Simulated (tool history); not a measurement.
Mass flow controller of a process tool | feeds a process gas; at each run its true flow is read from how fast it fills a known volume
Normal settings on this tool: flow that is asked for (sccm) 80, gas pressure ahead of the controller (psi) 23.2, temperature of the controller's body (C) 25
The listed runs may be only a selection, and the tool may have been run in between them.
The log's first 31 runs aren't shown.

run,hour,flow that is asked for (sccm),gas pressure ahead of the controller (psi),temperature of the controller's body (C),true flow (%)
32,5860.4,42,40.5,25,97.22
33,5999.6,42,40.5,25,97.30
34,6156.8,41,23.2,25,97.01
35,6329.1,41,33.8,27,97.28
36,6572.5,106,27.1,28,96.74
37,6839.8,106,27.1,28,96.68
38,7023.8,66,21.2,40,97.25
39,7259.0,66,21.2,40,97.32
40,7495.9,150,36.3,22,96.91
41,7730.4,150,36.3,22,96.89
# hour 7826.2: controller exchanged for a calibrated one
42,7888.0,150,36.3,22,99.68
43,8110.8,150,36.3,22,99.84
44,8269.4,45,26.0,30,99.28

Below are 3 alternative next runs, each starting from the tool's condition after run 44. Predict each:
A,8465.5,80,23.1,36,?
B,8465.5,66,23.2,25,?
C,8465.5,21,21.9,38,?

run,true flow (%)
A,99.47
B,99.07
C,99.91
Without the tool's hidden state the same runs would have given:
run,true flow (%)
A,99.34
B,98.89
C,99.12

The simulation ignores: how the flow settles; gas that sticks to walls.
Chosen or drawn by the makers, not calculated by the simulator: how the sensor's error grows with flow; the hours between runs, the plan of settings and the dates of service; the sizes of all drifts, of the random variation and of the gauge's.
